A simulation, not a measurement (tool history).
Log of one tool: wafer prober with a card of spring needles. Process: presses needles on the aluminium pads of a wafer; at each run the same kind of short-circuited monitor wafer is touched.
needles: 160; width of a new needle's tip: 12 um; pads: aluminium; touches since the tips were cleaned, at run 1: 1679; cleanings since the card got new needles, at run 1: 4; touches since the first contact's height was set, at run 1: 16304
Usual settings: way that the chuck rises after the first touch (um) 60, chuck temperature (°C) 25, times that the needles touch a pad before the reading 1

run,hour,way that the chuck rises after the first touch (um),chuck temperature (°C),times that the needles touch a pad before the reading,touches since the tips were cleaned,cleanings since the card got new needles,touches since the first contact's height was set,resistance of one needle with its contact and lead (mohm),way that a needle slides on the pad (um)
1,0,60,25,1,1679,4,16304,165,9.92
# hour 2.1: tips cleaned on abrasive film
# hour 7: tips cleaned on abrasive film
# hour 11.6: tips cleaned on abrasive film
2,11.6,63,25,1,0,7,24706,165,10.38
# hour 16.4: tips cleaned on abrasive film
3,19.9,63,25,1,2560,8,30792,165,10.4
# hour 21: tips cleaned on abrasive film
# hour 25.9: tips cleaned on abrasive film
# hour 30.7: tips cleaned on abrasive film
4,33.9,63,25,1,2338,11,40951,168,10.39
# hour 34.9: tips cleaned on abrasive film
# hour 39.9: tips cleaned on abrasive film
5,44,63,38,1,3021,13,48315,171,10.35
# hour 45.1: tips cleaned on abrasive film
# hour 49.6: tips cleaned on abrasive film
# hour 54.2: tips cleaned on abrasive film
6,55,63,38,1,643,16,56310,170,10.34
# hour 58.5: tips cleaned on abrasive film
# hour 63: tips cleaned on abrasive film
# hour 63.3: height of the first contact set anew
7,64.3,63,38,1,766,18,766,168,10.32
# hour 68.1: tips cleaned on abrasive film
# hour 73.1: tips cleaned on abrasive film
8,76.4,63,38,1,2464,20,9621,169,10.33
# hour 77.4: tips cleaned on abrasive film
# hour 82.4: tips cleaned on abrasive film
# hour 86.8: tips cleaned on abrasive film
9,88.2,61,78,3,1044,23,18123,176,10.04
# hour 91.3: tips cleaned on abrasive film
# hour 96.5: tips cleaned on abrasive film
10,98.3,48,36,1,1386,25,25527,170,7.8
# hour 101.5: tips cleaned on abrasive film
# hour 106.5: tips cleaned on abrasive film
# hour 111.4: tips cleaned on abrasive film
11,113.5,51,36,2,1548,28,36595,171,8.29
# hour 116.3: tips cleaned on abrasive film
# hour 120.9: tips cleaned on abrasive film
# hour 125.9: tips cleaned on abrasive film
12,127.9,60,29,1,1472,31,47085,166,9.78
# hour 130.4: tips cleaned on abrasive film
# hour 135.1: tips cleaned on abrasive film
13,135.9,60,37,1,615,33,52865,170,9.78
# hour 139.6: tips cleaned on abrasive film
# hour 144.8: tips cleaned on abrasive film
14,145,48,25,1,126,35,59475,167,7.79
# hour 148.8: height of the first contact set anew
# hour 149.9: tips cleaned on abrasive film
15,153.4,60,25,2,2610,36,3367,164,9.79
# hour 154.5: tips cleaned on abrasive film
# hour 159.1: tips cleaned on abrasive film
# hour 163.8: tips cleaned on abrasive film
16,164.9,60,25,1,833,39,11740,164,9.83

4 ways to go on from here, each from the tool as it stands after run 16. What would each give?
# hour 168.8: tips cleaned on abrasive film
# hour 173.1: tips cleaned on abrasive film
# hour 178.1: tips cleaned on abrasive film
A,180.8,57,45,1,1971,42,23300,?,?
# hour 168.8: tips cleaned on abrasive film
# hour 173.1: tips cleaned on abrasive film
# hour 178.1: tips cleaned on abrasive film
B,180.8,50,99,2,1971,42,23300,?,?
# hour 168.8: tips cleaned on abrasive film
# hour 173.1: tips cleaned on abrasive film
# hour 178.1: tips cleaned on abrasive film
C,180.8,43,25,1,1971,42,23300,?,?
# hour 168.8: tips cleaned on abrasive film
# hour 173.1: tips cleaned on abrasive film
# hour 178.1: tips cleaned on abrasive film
D,180.8,60,119,1,1971,42,23300,?,?

run,resistance of one needle with its contact and lead (mohm),way that a needle slides on the pad (um)
A,170,9.26
B,183,8.14
C,173,6.95
D,183,9.76
Without the tool's hidden state the same runs would have given:
run,resistance of one needle with its contact and lead (mohm),way that a needle slides on the pad (um)
A,170,9.43
B,182,8.29
C,172,7.08
D,182,9.94

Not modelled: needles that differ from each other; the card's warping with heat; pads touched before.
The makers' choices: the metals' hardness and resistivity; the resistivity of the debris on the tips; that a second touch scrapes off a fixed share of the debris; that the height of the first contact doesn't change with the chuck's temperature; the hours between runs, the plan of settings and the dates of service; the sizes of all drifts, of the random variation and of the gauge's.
